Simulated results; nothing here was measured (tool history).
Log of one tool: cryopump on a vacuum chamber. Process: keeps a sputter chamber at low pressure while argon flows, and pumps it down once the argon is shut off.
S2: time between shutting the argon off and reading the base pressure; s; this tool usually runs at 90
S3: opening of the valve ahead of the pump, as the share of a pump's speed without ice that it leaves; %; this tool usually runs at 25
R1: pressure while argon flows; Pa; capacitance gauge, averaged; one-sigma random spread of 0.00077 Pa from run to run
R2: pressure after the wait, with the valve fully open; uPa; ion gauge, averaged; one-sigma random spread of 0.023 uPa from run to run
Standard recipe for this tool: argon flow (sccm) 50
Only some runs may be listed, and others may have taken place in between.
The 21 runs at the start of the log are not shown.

{"run": 22, "day": 28.379, "argon flow (sccm)": 38, "S2": 90, "S3": 29, "R1": 0.0978, "R2": 1.18}
{"run": 23, "day": 29.225, "argon flow (sccm)": 38, "S2": 90, "S3": 29, "R1": 0.0979, "R2": 1.22}
{"run": 24, "day": 30.704, "argon flow (sccm)": 33, "S2": 90, "S3": 29, "R1": 0.0855, "R2": 1.18}
{"run": 25, "day": 31.8, "argon flow (sccm)": 72, "S2": 90, "S3": 33, "R1": 0.1656, "R2": 1.21}
{"run": 26, "day": 32.854, "argon flow (sccm)": 25, "S2": 48, "S3": 55, "R1": 0.0349, "R2": 1.83}
{"run": 27, "day": 33.975, "argon flow (sccm)": 50, "S2": 90, "S3": 18, "R1": 0.2075, "R2": 1.26}
{"run": 28, "day": 35.167, "argon flow (sccm)": 28, "S2": 90, "S3": 25, "R1": 0.0848, "R2": 1.34}
{"run": 29, "day": 36.529, "argon flow (sccm)": 88, "S2": 90, "S3": 25, "R1": 0.2673, "R2": 1.3}
{"run": 30, "day": 38.308, "argon flow (sccm)": 88, "S2": 90, "S3": 25, "R1": 0.2674, "R2": 1.33}
{"run": 31, "day": 39.238, "argon flow (sccm)": 88, "S2": 90, "S3": 25, "R1": 0.2698, "R2": 1.34}
{"run": 32, "day": 40.862, "argon flow (sccm)": 22, "S2": 41, "S3": 25, "R1": 0.0685, "R2": 2.24}
{"run": 33, "day": 41.592, "argon flow (sccm)": 22, "S2": 41, "S3": 25, "R1": 0.0668, "R2": 2.23}

4 ways to go on from here, each from the tool as it stands after run 33. What would each give?
{"run": "A", "day": 43.162, "argon flow (sccm)": 24, "S2": 90, "S3": 25, "R1": "?", "R2": "?"}
{"run": "B", "day": 43.162, "argon flow (sccm)": 22, "S2": 189, "S3": 25, "R1": "?", "R2": "?"}
{"run": "C", "day": 43.162, "argon flow (sccm)": 22, "S2": 56, "S3": 17, "R1": "?", "R2": "?"}
{"run": "D", "day": 43.162, "argon flow (sccm)": 65, "S2": 41, "S3": 25, "R1": "?", "R2": "?"}

run=A R1=0.0748 R2=1.37
run=B R1=0.0682 R2=1.02
run=C R1=0.098 R2=1.79
run=D R1=0.2013 R2=2.22
Stripped of hidden state, with their random variation kept, the same runs would have yielded:
run=A R1=0.0699 R2=0.82
run=B R1=0.0638 R2=0.47
run=C R1=0.0936 R2=1.24
run=D R1=0.1882 R2=1.66
